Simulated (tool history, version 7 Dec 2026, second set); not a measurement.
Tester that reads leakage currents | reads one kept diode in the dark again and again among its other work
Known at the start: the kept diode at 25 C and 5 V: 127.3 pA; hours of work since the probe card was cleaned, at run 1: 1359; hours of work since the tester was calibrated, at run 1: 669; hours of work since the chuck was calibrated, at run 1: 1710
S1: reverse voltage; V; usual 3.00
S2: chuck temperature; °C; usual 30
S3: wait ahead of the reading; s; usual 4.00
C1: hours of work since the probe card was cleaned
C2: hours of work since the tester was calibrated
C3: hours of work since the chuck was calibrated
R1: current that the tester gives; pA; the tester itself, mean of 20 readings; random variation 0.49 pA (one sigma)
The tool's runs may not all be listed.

{"run": 1, "day": 0.0, "S1": 3.0, "S2": 30, "S3": 4.0, "C1": 1359, "C2": 669, "C3": 1710, "R1": 152.46}
{"run": 2, "day": 1.238, "S1": 3.0, "S2": 30, "S3": 4.0, "C1": 1375, "C2": 684, "C3": 1725, "R1": 151.55}
{"run": 3, "day": 3.204, "S1": 3.0, "S2": 30, "S3": 3.26, "C1": 1399, "C2": 709, "C3": 1750, "R1": 151.88}
{"run": 4, "day": 5.204, "S1": 3.0, "S2": 30, "S3": 3.26, "C1": 1424, "C2": 734, "C3": 1775, "R1": 152.05}
{"run": 5, "day": 7.562, "S1": 3.0, "S2": 30, "S3": 3.83, "C1": 1454, "C2": 764, "C3": 1805, "R1": 152.15}
{"run": 6, "day": 9.15, "S1": 3.0, "S2": 30, "S3": 3.83, "C1": 1474, "C2": 784, "C3": 1825, "R1": 151.69}
{"run": 7, "day": 11.379, "S1": 3.0, "S2": 44, "S3": 3.83, "C1": 1502, "C2": 811, "C3": 1853, "R1": 460.79}
{"run": 8, "day": 13.862, "S1": 3.0, "S2": 44, "S3": 3.83, "C1": 1533, "C2": 843, "C3": 1884, "R1": 459.28}
{"run": 9, "day": 15.646, "S1": 3.0, "S2": 44, "S3": 3.83, "C1": 1555, "C2": 865, "C3": 1906, "R1": 461.58}
{"run": 10, "day": 17.471, "S1": 3.0, "S2": 44, "S3": 3.83, "C1": 1578, "C2": 888, "C3": 1929, "R1": 459.73}
{"run": 11, "day": 18.979, "S1": 3.0, "S2": 44, "S3": 3.83, "C1": 1597, "C2": 907, "C3": 1948, "R1": 457.43}
{"run": 12, "day": 20.058, "S1": 3.0, "S2": 30, "S3": 4.0, "C1": 1611, "C2": 920, "C3": 1961, "R1": 151.01}
{"day": 20.279, "done": "tester calibrated"}
{"run": 13, "day": 21.604, "S1": 3.0, "S2": 30, "S3": 4.0, "C1": 1629, "C2": 17, "C3": 1980, "R1": 151.48}
{"run": 14, "day": 23.912, "S1": 3.0, "S2": 42, "S3": 4.0, "C1": 1658, "C2": 46, "C3": 2009, "R1": 395.34}
{"run": 15, "day": 25.167, "S1": 1.28, "S2": 30, "S3": 4.0, "C1": 1674, "C2": 61, "C3": 2024, "R1": 111.72}
{"run": 16, "day": 27.446, "S1": 3.0, "S2": 29, "S3": 4.0, "C1": 1702, "C2": 90, "C3": 2053, "R1": 139.03}
{"day": 28.046, "done": "tester calibrated, once more"}
{"run": 17, "day": 29.467, "S1": 2.64, "S2": 30, "S3": 4.0, "C1": 1727, "C2": 18, "C3": 2077, "R1": 142.25}
{"run": 18, "day": 31.783, "S1": 2.64, "S2": 30, "S3": 4.0, "C1": 1756, "C2": 47, "C3": 2106, "R1": 142.88}
{"run": 19, "day": 33.875, "S1": 2.64, "S2": 30, "S3": 4.0, "C1": 1782, "C2": 73, "C3": 2133, "R1": 143.04}
{"run": 20, "day": 36.417, "S1": 3.0, "S2": 30, "S3": 4.0, "C1": 1814, "C2": 105, "C3": 2165, "R1": 148.92}
{"run": 21, "day": 38.938, "S1": 3.0, "S2": 48, "S3": 4.0, "C1": 1846, "C2": 137, "C3": 2196, "R1": 615.2}
{"day": 40.417, "done": "chuck's temperature calibrated"}
{"run": 22, "day": 40.767, "S1": 3.0, "S2": 48, "S3": 4.0, "C1": 1868, "C2": 159, "C3": 4, "R1": 671.92}
{"run": 23, "day": 43.246, "S1": 3.0, "S2": 34, "S3": 4.0, "C1": 1899, "C2": 190, "C3": 35, "R1": 227.79}
{"run": 24, "day": 44.546, "S1": 3.0, "S2": 34, "S3": 4.0, "C1": 1915, "C2": 206, "C3": 52, "R1": 226.8}
{"run": 25, "day": 46.442, "S1": 3.0, "S2": 34, "S3": 4.0, "C1": 1939, "C2": 230, "C3": 76, "R1": 228.04}
{"run": 26, "day": 48.296, "S1": 1.92, "S2": 30, "S3": 2.0, "C1": 1962, "C2": 253, "C3": 99, "R1": 140.5}
{"run": 27, "day": 50.662, "S1": 1.92, "S2": 30, "S3": 2.0, "C1": 1992, "C2": 283, "C3": 129, "R1": 140.03}
{"run": 28, "day": 52.188, "S1": 2.94, "S2": 27, "S3": 1.2, "C1": 2011, "C2": 302, "C3": 148, "R1": 127.6}
{"run": 29, "day": 53.329, "S1": 2.94, "S2": 27, "S3": 1.2, "C1": 2025, "C2": 316, "C3": 162, "R1": 127.5}
{"run": 30, "day": 55.588, "S1": 2.94, "S2": 27, "S3": 1.2, "C1": 2054, "C2": 345, "C3": 190, "R1": 127.67}
{"run": 31, "day": 57.075, "S1": 3.29, "S2": 30, "S3": 1.56, "C1": 2072, "C2": 363, "C3": 209, "R1": 168.99}
{"run": 32, "day": 58.162, "S1": 3.0, "S2": 31, "S3": 0.54, "C1": 2086, "C2": 377, "C3": 223, "R1": 178.89}
{"run": 33, "day": 60.762, "S1": 1.72, "S2": 31, "S3": 0.34, "C1": 2118, "C2": 409, "C3": 255, "R1": 147.13}
{"run": 34, "day": 61.938, "S1": 1.72, "S2": 31, "S3": 0.34, "C1": 2133, "C2": 424, "C3": 270, "R1": 146.57}
{"run": 35, "day": 63.821, "S1": 1.72, "S2": 31, "S3": 0.34, "C1": 2157, "C2": 448, "C3": 294, "R1": 146.45}
{"run": 36, "day": 66.346, "S1": 1.72, "S2": 31, "S3": 0.34, "C1": 2188, "C2": 480, "C3": 325, "R1": 145.6}
{"run": 37, "day": 68.629, "S1": 5.7, "S2": 36, "S3": 1.11, "C1": 2217, "C2": 508, "C3": 354, "R1": 334.49}
{"run": 38, "day": 71.054, "S1": 3.0, "S2": 59, "S3": 4.0, "C1": 2248, "C2": 539, "C3": 384, "R1": 1444.36}
{"run": 39, "day": 72.988, "S1": 3.0, "S2": 50, "S3": 4.0, "C1": 2272, "C2": 563, "C3": 409, "R1": 765.55}
{"run": 40, "day": 74.304, "S1": 3.0, "S2": 50, "S3": 4.0, "C1": 2288, "C2": 579, "C3": 425, "R1": 761.41}

Forecast each of these 4 alternatives for the next run:
{"run": "A", "day": 75.392, "S1": 1.12, "S2": 45, "S3": 4.0, "C1": 2302, "C2": 593, "C3": 439, "R1": "?"}
{"run": "B", "day": 75.392, "S1": 1.93, "S2": 25, "S3": 4.31, "C1": 2302, "C2": 593, "C3": 439, "R1": "?"}
{"run": "C", "day": 75.392, "S1": 3.0, "S2": 30, "S3": 8.85, "C1": 2302, "C2": 593, "C3": 439, "R1": "?"}
{"run": "D", "day": 75.392, "S1": 12.27, "S2": 36, "S3": 1.27, "C1": 2302, "C2": 593, "C3": 439, "R1": "?"}

run=A R1=371.07
run=B R1=91.13
run=C R1=161.53
run=D R1=438.63
Without the tool's hidden state the same runs would have given:
run=A R1=380.66
run=B R1=91.77
run=C R1=163.03
run=D R1=436.87

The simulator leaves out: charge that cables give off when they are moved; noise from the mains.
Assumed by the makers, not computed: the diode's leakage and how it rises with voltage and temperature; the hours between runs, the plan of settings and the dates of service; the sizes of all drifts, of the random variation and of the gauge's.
